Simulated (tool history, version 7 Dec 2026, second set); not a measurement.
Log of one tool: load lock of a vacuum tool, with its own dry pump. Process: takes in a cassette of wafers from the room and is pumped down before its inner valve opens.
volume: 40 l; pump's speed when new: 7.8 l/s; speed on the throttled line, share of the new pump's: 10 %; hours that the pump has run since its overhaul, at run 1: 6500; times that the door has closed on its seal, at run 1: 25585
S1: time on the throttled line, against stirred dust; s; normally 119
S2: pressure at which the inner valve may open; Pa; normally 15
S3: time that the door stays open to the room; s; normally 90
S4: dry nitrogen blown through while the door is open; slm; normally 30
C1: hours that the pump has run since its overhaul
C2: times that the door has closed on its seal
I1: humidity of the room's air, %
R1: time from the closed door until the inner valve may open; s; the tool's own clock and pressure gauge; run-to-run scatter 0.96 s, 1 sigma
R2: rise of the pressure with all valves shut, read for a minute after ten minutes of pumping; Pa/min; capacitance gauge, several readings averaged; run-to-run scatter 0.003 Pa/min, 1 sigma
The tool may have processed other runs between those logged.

run     hour   S1  S2   S3  S4     C1     C2    I1     R1     R2
  1        0  119  15   90  30   6500  25585  46.3  158.4  0.211
  2    317.9  119  15   90  30   6818  26191  43.8  158.7  0.206
  3    656.3  119  15   90  30   7157  26835  45.8  159.4  0.219
  4    989.7  119  15   73  30   7490  27470  46.9  158.5  0.228
  5   1246.9  119  15   73  30   7747  27959    47  159.4   0.23
  6   1494.8  119  15   73  30   7995  28431  43.9  160.3   0.23
  7   1787.8  119  15   73  30   8288  28989  43.5    160  0.233
  8   2171.7  119  15   73  30   8672  29720  46.4  160.1  0.249
  9   2463.6  119  15   73  30   8964  30275  45.6    161  0.251
 10   2850.8  223  15   73  30   9351  31012  41.8  251.7  0.258
 11   3273.8  223  15   73  30   9774  31818  46.3  255.9  0.272
 12   3654.2  119  15   90  30  10155  32542  45.4  163.5  0.282
      3689.2  -- dry pump taken out, an overhauled one fitted
 13   4037.6  119  15   90  30    348  33260  45.7  152.6  0.293
        4179  -- door's seal changed, seat wiped
 14   4242.8  119  25   90  30    552    121  43.3  149.4   0.05
 15   4493.4  191  25   90  30    803    598  46.5  215.7  0.053
 16   4876.6  191  25   90  30   1186   1328  46.1    216  0.054
 17   5068.1  191  25   90  30   1377   1692  37.9  214.1  0.045
 18   5429.4  191  25   90  30   1739   2380  42.1  213.8  0.053
 19   5651.4  155  24   45  30   1961   2803  45.1  182.1  0.041
 20   5860.9  155  24   45  30   2170   3201  47.5  181.3  0.041
 21   6128.5   63  24   40  30   2438   3711  44.2  102.3  0.043
 22   6385.1   63  24   40  30   2694   4199  45.6  101.7  0.042
 23   6723.7  104  15  144  30   3033   4844  43.3  141.7   0.08
 24   6968.1  119  15   90  28   3277   5309  46.4  153.8  0.075
 25   7310.9  217  15  137  21   3620   5962  41.4  242.7  0.086
 26     7597  217  15  137  21   3906   6506  48.1  243.5  0.104
 27   8016.9  217  19  166  15   4326   7306  46.3  240.6  0.133
 28   8297.3  119  11  122  11   4607   7839  47.6  158.4  0.122
 29   8482.4  119  11  122  11   4792   8192  42.6  157.4  0.118
 30   8875.8  119  11  122  11   5185   8941  43.5  159.9  0.123
 31   9116.9  119  22   90  30   5426   9400  45.5  155.6  0.087
 32   9341.1  119  27   76   6   5650   9826  46.6  153.3  0.117
 33   9609.8  119  15   83  30   5919  10338  43.9    158  0.086
 34   9790.7   84  15  210  30   6100  10682  43.7  127.1  0.124
 35  10108.5   84  15  210  30   6418  11287  43.7  126.7  0.134
 36  10476.1   97  27   57  23   6785  11987  43.7  135.1  0.087

Some steps in R1, run to run, broken into two amounts with sign: the step expected even without the hidden condition (settings, incoming material, random variation), and the rest, left for the hidden condition together with whatever gauge scatter is not in both the measured and the hidden-condition-free result:
Hidden state present: pump's speed, % of a new pump's; leak at the door's seal, Pa l/s; drift of the gauge itself on ready_s, %; drift of the gauge itself on rise_pa_min, %.
Run 9 -> 10: S1 119 -> 223. R1 +90.7 s: hidden state -2.4, all else +93.1.
Run 11 -> 12: S1 223 -> 119, S3 73 -> 90. R1 -92.4 s: hidden state +3.3, all else -95.7.
Run 12 -> 13: dry pump taken out, an overhauled one fitted. R1 -10.9 s: hidden state -9.3, all else -1.6.
Run 24 -> 25: S1 119 -> 217, S3 90 -> 137, S4 28 -> 21. R1 +88.9 s: hidden state -0.5, all else +89.4.
